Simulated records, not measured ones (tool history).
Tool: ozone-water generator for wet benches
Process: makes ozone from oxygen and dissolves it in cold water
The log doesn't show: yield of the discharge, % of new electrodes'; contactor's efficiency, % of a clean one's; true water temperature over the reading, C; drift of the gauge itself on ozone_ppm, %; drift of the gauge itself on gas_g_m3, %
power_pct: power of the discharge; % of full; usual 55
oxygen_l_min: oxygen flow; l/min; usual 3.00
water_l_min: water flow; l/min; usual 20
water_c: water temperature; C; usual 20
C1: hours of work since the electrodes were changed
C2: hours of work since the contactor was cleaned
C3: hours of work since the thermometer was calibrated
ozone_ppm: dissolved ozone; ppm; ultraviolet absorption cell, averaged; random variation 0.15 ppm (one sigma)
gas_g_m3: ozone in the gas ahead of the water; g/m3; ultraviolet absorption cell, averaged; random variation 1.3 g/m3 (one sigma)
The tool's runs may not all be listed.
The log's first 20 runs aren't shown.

{"run": 21, "hour": 1236.2, "power_pct": 55, "oxygen_l_min": 2.54, "water_l_min": 18, "water_c": 14, "C1": 1769, "C2": 198, "C3": 2447, "ozone_ppm": 17.9, "gas_g_m3": 243.7}
{"hour": 1305.9, "done": "contactor cleaned, once more"}
{"run": 22, "hour": 1326.8, "power_pct": 76, "oxygen_l_min": 3.9, "water_l_min": 19, "water_c": 25, "C1": 1825, "C2": 13, "C3": 2502, "ozone_ppm": 20.9, "gas_g_m3": 244.7}
{"run": 23, "hour": 1397.7, "power_pct": 76, "oxygen_l_min": 4.09, "water_l_min": 30, "water_c": 25, "C1": 1871, "C2": 59, "C3": 2548, "ozone_ppm": 15.0, "gas_g_m3": 236.1}
{"run": 24, "hour": 1449.6, "power_pct": 76, "oxygen_l_min": 4.09, "water_l_min": 30, "water_c": 25, "C1": 1904, "C2": 93, "C3": 2582, "ozone_ppm": 14.8, "gas_g_m3": 235.4}
{"run": 25, "hour": 1513.5, "power_pct": 76, "oxygen_l_min": 4.09, "water_l_min": 30, "water_c": 25, "C1": 1946, "C2": 134, "C3": 2623, "ozone_ppm": 14.9, "gas_g_m3": 238.1}
{"run": 26, "hour": 1591.9, "power_pct": 76, "oxygen_l_min": 4.09, "water_l_min": 30, "water_c": 25, "C1": 1996, "C2": 185, "C3": 2674, "ozone_ppm": 14.6, "gas_g_m3": 234.4}
{"run": 27, "hour": 1678.8, "power_pct": 56, "oxygen_l_min": 3.0, "water_l_min": 14, "water_c": 22, "C1": 2052, "C2": 241, "C3": 2730, "ozone_ppm": 22.1, "gas_g_m3": 227.2}
{"run": 28, "hour": 1739.0, "power_pct": 56, "oxygen_l_min": 3.0, "water_l_min": 14, "water_c": 22, "C1": 2091, "C2": 279, "C3": 2768, "ozone_ppm": 22.2, "gas_g_m3": 225.4}
{"run": 29, "hour": 1794.3, "power_pct": 55, "oxygen_l_min": 1.9, "water_l_min": 12, "water_c": 20, "C1": 2127, "C2": 315, "C3": 2804, "ozone_ppm": 24.7, "gas_g_m3": 287.3}
{"run": 30, "hour": 1848.0, "power_pct": 55, "oxygen_l_min": 3.0, "water_l_min": 21, "water_c": 23, "C1": 2161, "C2": 350, "C3": 2839, "ozone_ppm": 15.7, "gas_g_m3": 220.4}
{"run": 31, "hour": 1890.3, "power_pct": 94, "oxygen_l_min": 3.88, "water_l_min": 17, "water_c": 28, "C1": 2189, "C2": 377, "C3": 2866, "ozone_ppm": 25.7, "gas_g_m3": 283.1}
{"run": 32, "hour": 1963.5, "power_pct": 60, "oxygen_l_min": 1.85, "water_l_min": 20, "water_c": 20, "C1": 2236, "C2": 424, "C3": 2913, "ozone_ppm": 16.7, "gas_g_m3": 310.7}
{"run": 33, "hour": 2026.3, "power_pct": 55, "oxygen_l_min": 3.0, "water_l_min": 25, "water_c": 13, "C1": 2276, "C2": 465, "C3": 2954, "ozone_ppm": 14.6, "gas_g_m3": 220.5}
{"run": 34, "hour": 2063.2, "power_pct": 55, "oxygen_l_min": 3.0, "water_l_min": 15, "water_c": 14, "C1": 2300, "C2": 489, "C3": 2978, "ozone_ppm": 22.8, "gas_g_m3": 219.9}

3 ways to go on from here, each from the tool as it stands after run 34. What would each give?
{"run": "A", "hour": 2127.4, "power_pct": 55, "oxygen_l_min": 3.0, "water_l_min": 15, "water_c": 17, "C1": 2342, "C2": 530, "C3": 3019, "ozone_ppm": "?", "gas_g_m3": "?"}
{"run": "B", "hour": 2127.4, "power_pct": 55, "oxygen_l_min": 5.3, "water_l_min": 16, "water_c": 14, "C1": 2342, "C2": 530, "C3": 3019, "ozone_ppm": "?", "gas_g_m3": "?"}
{"run": "C", "hour": 2127.4, "power_pct": 55, "oxygen_l_min": 4.69, "water_l_min": 15, "water_c": 14, "C1": 2342, "C2": 530, "C3": 3019, "ozone_ppm": "?", "gas_g_m3": "?"}

run=A ozone_ppm=22.0 gas_g_m3=223.0
run=B ozone_ppm=22.0 gas_g_m3=159.8
run=C ozone_ppm=22.7 gas_g_m3=171.2
Without the tool's hidden state the same runs would have given:
run=A ozone_ppm=23.2 gas_g_m3=233.6
run=B ozone_ppm=23.2 gas_g_m3=167.4
run=C ozone_ppm=24.0 gas_g_m3=179.4
